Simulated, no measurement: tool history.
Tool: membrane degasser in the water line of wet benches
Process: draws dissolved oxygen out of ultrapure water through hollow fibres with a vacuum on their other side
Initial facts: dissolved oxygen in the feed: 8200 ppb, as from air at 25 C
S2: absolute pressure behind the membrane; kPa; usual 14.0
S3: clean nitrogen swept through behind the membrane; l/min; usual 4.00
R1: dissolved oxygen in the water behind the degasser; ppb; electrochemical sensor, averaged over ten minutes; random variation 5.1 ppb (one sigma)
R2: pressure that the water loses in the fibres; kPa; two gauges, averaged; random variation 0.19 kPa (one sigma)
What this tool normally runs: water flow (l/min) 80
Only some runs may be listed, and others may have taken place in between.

run 1 hour=0.0 | water_flow_(l/min)=80 S2=14.0 S3=4.00 | R1=506.0 R2=37.10
run 2 hour=337.9 | water_flow_(l/min)=80 S2=14.0 S3=4.00 | R1=505.3 R2=36.94
run 3 hour=597.1 | water_flow_(l/min)=80 S2=14.0 S3=4.00 | R1=517.9 R2=36.70
-- hour=691.0 membrane cartridge changed
run 4 hour=763.9 | water_flow_(l/min)=80 S2=14.0 S3=4.00 | R1=513.3 R2=36.75
run 5 hour=1089.6 | water_flow_(l/min)=80 S2=16.5 S3=4.00 | R1=611.6 R2=36.90
run 6 hour=1433.3 | water_flow_(l/min)=122 S2=16.5 S3=4.00 | R1=915.5 R2=55.94
run 7 hour=1735.4 | water_flow_(l/min)=80 S2=14.0 S3=4.00 | R1=511.3 R2=36.50
run 8 hour=1938.5 | water_flow_(l/min)=80 S2=14.0 S3=4.00 | R1=508.3 R2=36.83
run 9 hour=2212.1 | water_flow_(l/min)=80 S2=14.0 S3=4.00 | R1=506.4 R2=36.82
-- hour=2448.6 seals of the vacuum lines changed
run 10 hour=2458.6 | water_flow_(l/min)=80 S2=17.6 S3=4.00 | R1=646.3 R2=36.79
run 11 hour=2776.8 | water_flow_(l/min)=80 S2=14.0 S3=4.00 | R1=511.6 R2=36.58
run 12 hour=3115.9 | water_flow_(l/min)=80 S2=14.0 S3=4.00 | R1=510.9 R2=36.49
run 13 hour=3342.1 | water_flow_(l/min)=80 S2=14.0 S3=4.00 | R1=501.0 R2=36.76
run 14 hour=3643.8 | water_flow_(l/min)=80 S2=14.0 S3=4.00 | R1=513.1 R2=36.62
run 15 hour=3923.6 | water_flow_(l/min)=64 S2=14.0 S3=4.00 | R1=406.2 R2=29.15
run 16 hour=4089.4 | water_flow_(l/min)=80 S2=14.0 S3=4.00 | R1=507.0 R2=36.63
run 17 hour=4245.6 | water_flow_(l/min)=80 S2=14.0 S3=10.64 | R1=249.7 R2=36.50
run 18 hour=4595.5 | water_flow_(l/min)=80 S2=13.4 S3=4.80 | R1=424.1 R2=36.33
run 19 hour=4854.9 | water_flow_(l/min)=71 S2=13.5 S3=4.00 | R1=435.2 R2=32.37
run 20 hour=5185.3 | water_flow_(l/min)=80 S2=12.8 S3=10.54 | R1=228.3 R2=36.31
run 21 hour=5435.6 | water_flow_(l/min)=74 S2=9.7 S3=1.78 | R1=547.1 R2=33.66
run 22 hour=5636.4 | water_flow_(l/min)=50 S2=9.7 S3=6.93 | R1=123.9 R2=22.70
run 23 hour=5975.0 | water_flow_(l/min)=80 S2=30.2 S3=3.78 | R1=1150.2 R2=35.81
run 24 hour=6175.9 | water_flow_(l/min)=75 S2=29.6 S3=10.25 | R1=480.2 R2=33.86
run 25 hour=6351.4 | water_flow_(l/min)=69 S2=16.3 S3=11.70 | R1=220.2 R2=31.13
-- hour=6529.1 vacuum gauge calibrated
run 26 hour=6529.3 | water_flow_(l/min)=53 S2=8.8 S3=2.79 | R1=248.6 R2=23.62
run 27 hour=6761.6 | water_flow_(l/min)=53 S2=8.8 S3=2.79 | R1=250.6 R2=23.73
-- hour=6960.5 gauge calibrated
run 28 hour=7013.9 | water_flow_(l/min)=53 S2=8.8 S3=2.79 | R1=246.0 R2=24.59
run 29 hour=7347.3 | water_flow_(l/min)=53 S2=8.8 S3=2.79 | R1=250.2 R2=24.25
run 30 hour=7613.5 | water_flow_(l/min)=60 S2=30.0 S3=11.91 | R1=342.5 R2=27.66
run 31 hour=7905.1 | water_flow_(l/min)=113 S2=16.7 S3=6.17 | R1=656.7 R2=52.04
run 32 hour=8207.0 | water_flow_(l/min)=80 S2=18.3 S3=4.00 | R1=692.3 R2=36.97
run 33 hour=8487.8 | water_flow_(l/min)=80 S2=20.0 S3=4.00 | R1=741.6 R2=36.83

Run by run, hidden condition taken away, random variation retained:
What the log doesn't record here: membrane still open, %; true pressure behind the membrane over the reading, kPa; air that leaks in behind the membrane, l/min; drift of the gauge itself on oxygen_ppb, %; drift of the gauge itself on loss_of_pressure_kpa, %.
run=1 R2=37.04
run=2 R2=36.93
run=3 R2=36.72
run=4 R2=36.85
run=5 R2=37.05
run=6 R2=56.24
run=7 R2=36.73
run=8 R2=37.09
run=9 R2=37.12
run=10 R2=37.12
run=11 R2=36.95
run=12 R2=36.91
run=13 R2=37.21
run=14 R2=37.12
run=15 R2=29.57
run=16 R2=37.18
run=17 R2=37.07
run=18 R2=36.95
run=19 R2=32.95
run=20 R2=37.01
run=21 R2=34.34
run=22 R2=23.17
run=23 R2=36.62
run=24 R2=34.64
run=25 R2=31.86
run=26 R2=24.20
run=27 R2=24.33
run=28 R2=24.57
run=29 R2=24.26
run=30 R2=27.70
run=31 R2=52.19
run=32 R2=37.11
run=33 R2=37.01
R1: within 0.6 ppb of the measured result in every run.

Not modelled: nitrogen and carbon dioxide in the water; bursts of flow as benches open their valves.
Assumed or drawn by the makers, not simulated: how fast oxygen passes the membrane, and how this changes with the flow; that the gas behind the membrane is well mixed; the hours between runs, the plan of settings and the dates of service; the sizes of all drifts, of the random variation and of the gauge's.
